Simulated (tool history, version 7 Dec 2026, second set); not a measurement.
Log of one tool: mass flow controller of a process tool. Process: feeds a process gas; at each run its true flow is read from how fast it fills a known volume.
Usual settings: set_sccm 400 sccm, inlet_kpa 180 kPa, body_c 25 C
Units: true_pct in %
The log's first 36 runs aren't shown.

Run 37, hour 9786.8: usual settings but inlet_kpa 147 kPa, body_c 36 C. Result: true_pct 98.59 %.
Run 38, hour 10014.5: usual settings but set_sccm 97 sccm, inlet_kpa 157 kPa, body_c 40 C. Result: true_pct 97.56 %.
Run 39, hour 10354.2: usual settings but set_sccm 53 sccm, inlet_kpa 215 kPa. Result: true_pct 98.95 %.
Run 40, hour 10664.9: usual settings but set_sccm 70 sccm, inlet_kpa 215 kPa, body_c 21 C. Result: true_pct 99.36 %.
Run 41, hour 10957.0: usual settings but inlet_kpa 187 kPa. Result: true_pct 99.89 %.
Run 42, hour 11170.2: usual settings but set_sccm 177 sccm, inlet_kpa 165 kPa. Result: true_pct 99.45 %.
Run 43, hour 11513.9: usual settings but set_sccm 177 sccm, inlet_kpa 165 kPa, body_c 20 C. Result: true_pct 100.06 %.
Run 44, hour 11767.8: usual settings but set_sccm 177 sccm, inlet_kpa 165 kPa, body_c 20 C. Result: true_pct 99.96 %.
Run 45, hour 12014.3: usual settings but set_sccm 177 sccm, inlet_kpa 165 kPa, body_c 20 C. Result: true_pct 100.04 %.
Run 46, hour 12207.9: usual settings but inlet_kpa 199 kPa. Result: true_pct 99.81 %.
At hour 12403.3: controller exchanged for a calibrated one.
Run 47, hour 12494.6: usual settings but set_sccm 125 sccm, inlet_kpa 178 kPa, body_c 26 C. Result: true_pct 99.27 %.
Run 48, hour 12674.5: usual settings but set_sccm 125 sccm, inlet_kpa 146 kPa, body_c 26 C. Result: true_pct 99.24 %.

Forecast each of these 3 alternatives for the next run:
Run A, hour 12991.6: usual settings but set_sccm 125 sccm, inlet_kpa 216 kPa, body_c 26 C. Result: true_pct ?.
Run B, hour 12991.6: usual settings but set_sccm 58 sccm, inlet_kpa 155 kPa, body_c 40 C. Result: true_pct ?.
Run C, hour 12991.6: usual settings but set_sccm 113 sccm, inlet_kpa 245 kPa, body_c 29 C. Result: true_pct ?.

run  true_pct
  A     98.99
  B     97.49
  C     98.41
Without the tool's hidden state the same runs would have given:
run  true_pct
  A     98.99
  B     97.49
  C     98.41
